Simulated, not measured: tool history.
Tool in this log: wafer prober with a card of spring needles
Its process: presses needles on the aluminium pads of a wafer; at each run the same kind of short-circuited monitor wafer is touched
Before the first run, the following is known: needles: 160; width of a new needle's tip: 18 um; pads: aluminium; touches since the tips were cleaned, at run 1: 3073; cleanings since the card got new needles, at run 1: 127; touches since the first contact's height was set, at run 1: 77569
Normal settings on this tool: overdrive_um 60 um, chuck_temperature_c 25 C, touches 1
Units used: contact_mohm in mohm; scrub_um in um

| run | hour | overdrive_um | chuck_temperature_c | touches | touches since the tips were cleaned | cleanings since the card got new needles | touches since the first contact's height was set | contact_mohm | scrub_um |
|---|---|---|---|---|---|---|---|---|---|
| 1 | 0.0 | 60 | 25 | 1 | 3073 | 127 | 77569 | 284 | 13.68 |
|  | 1.3 | tips cleaned on abrasive film |
|  | 6.9 | tips cleaned on abrasive film |
| 2 | 10.1 | 60 | 25 | 1 | 2131 | 129 | 84214 | 266 | 13.54 |
|  | 12.5 | tips cleaned on abrasive film |
|  | 17.8 | tips cleaned on abrasive film |
|  | 23.0 | tips cleaned on abrasive film |
|  | 28.1 | tips cleaned on abrasive film |
| 3 | 28.1 | 60 | 25 | 1 | 0 | 133 | 96060 | 125 | 13.47 |
|  | 33.5 | tips cleaned on abrasive film |
| 4 | 36.7 | 60 | 25 | 1 | 2200 | 134 | 101798 | 269 | 13.81 |
|  | 39.2 | tips cleaned on abrasive film |
|  | 45.0 | tips cleaned on abrasive film |
|  | 50.7 | tips cleaned on abrasive film |
| 5 | 53.7 | 60 | 25 | 1 | 1969 | 137 | 112976 | 261 | 13.44 |
|  | 55.8 | tips cleaned on abrasive film |
|  | 61.5 | tips cleaned on abrasive film |
|  | 67.4 | tips cleaned on abrasive film |
|  | 72.5 | tips cleaned on abrasive film |
| 6 | 72.5 | 60 | 25 | 1 | 0 | 141 | 125380 | 115 | 13.43 |
|  | 77.3 | tips cleaned on abrasive film |
|  | 83.1 | tips cleaned on abrasive film |
|  | 88.6 | tips cleaned on abrasive film |
| 7 | 89.3 | 60 | 25 | 2 | 440 | 144 | 136432 | 142 | 13.10 |
|  | 93.4 | tips cleaned on abrasive film |
|  | 99.3 | tips cleaned on abrasive film |
| 8 | 101.9 | 55 | 25 | 2 | 1782 | 146 | 144818 | 221 | 12.35 |
|  | 104.3 | tips cleaned on abrasive film |
|  | 110.0 | tips cleaned on abrasive film |
|  | 114.9 | tips cleaned on abrasive film |
| 9 | 114.9 | 55 | 25 | 2 | 0 | 149 | 153313 | 119 | 12.27 |
|  | 120.5 | tips cleaned on abrasive film |
|  | 125.8 | tips cleaned on abrasive film |
|  | 131.3 | tips cleaned on abrasive film |
| 10 | 131.3 | 55 | 25 | 2 | 0 | 152 | 164133 | 126 | 11.92 |
|  | 136.0 | tips cleaned on abrasive film |
|  | 141.2 | tips cleaned on abrasive film |
| 11 | 144.6 | 55 | 25 | 2 | 2253 | 154 | 172949 | 243 | 11.79 |
|  | 147.0 | tips cleaned on abrasive film |
|  | 152.8 | tips cleaned on abrasive film |
| 12 | 155.6 | 60 | 25 | 1 | 1847 | 156 | 180197 | 280 | 13.07 |
|  | 158.0 | tips cleaned on abrasive film |
|  | 163.7 | tips cleaned on abrasive film |
|  | 169.3 | tips cleaned on abrasive film |
| 13 | 170.3 | 60 | 104 | 1 | 670 | 159 | 189923 | 198 | 13.07 |
|  | 171.8 | height of the first contact set anew |
|  | 175.4 | tips cleaned on abrasive film |
|  | 180.1 | tips cleaned on abrasive film |
|  | 185.0 | tips cleaned on abrasive film |
| 14 | 186.8 | 60 | 46 | 1 | 1216 | 162 | 9874 | 210 | 14.15 |
|  | 189.9 | tips cleaned on abrasive film |
|  | 195.3 | tips cleaned on abrasive film |
| 15 | 198.8 | 60 | 25 | 1 | 2305 | 164 | 17791 | 261 | 13.91 |
|  | 201.2 | tips cleaned on abrasive film |
|  | 206.0 | tips cleaned on abrasive film |
| 16 | 208.6 | 72 | 94 | 2 | 1778 | 166 | 24274 | 165 | 16.89 |
|  | 211.0 | tips cleaned on abrasive film |
|  | 216.4 | tips cleaned on abrasive film |
|  | 222.1 | tips cleaned on abrasive film |
|  | 227.0 | tips cleaned on abrasive film |
| 17 | 227.0 | 72 | 52 | 3 | 0 | 170 | 36377 | 113 | 16.80 |
|  | 232.7 | tips cleaned on abrasive film |
|  | 237.4 | tips cleaned on abrasive film |
| 18 | 240.3 | 79 | 27 | 3 | 1937 | 172 | 45179 | 132 | 18.45 |
|  | 242.4 | tips cleaned on abrasive film |
|  | 247.9 | tips cleaned on abrasive film |
| 19 | 251.7 | 54 | 31 | 1 | 2585 | 174 | 52731 | 324 | 12.15 |
|  | 253.0 | tips cleaned on abrasive film |
|  | 258.7 | tips cleaned on abrasive film |
| 20 | 260.8 | 60 | 75 | 2 | 1402 | 176 | 58652 | 186 | 13.84 |

Expected results for the next run?
|  | 264.0 | tips cleaned on abrasive film |
|  | 269.6 | tips cleaned on abrasive film |
|  | 274.9 | tips cleaned on abrasive film |
| 21 | 278.7 | 68 | 75 | 2 | 2603 | 179 | 70533 | ? | ? |

{"run 21": {"contact_mohm": 198, "scrub_um": 15.61}}
Without the tool's hidden state the same run would have given contact_mohm 112 mohm, scrub_um 16.04 um.
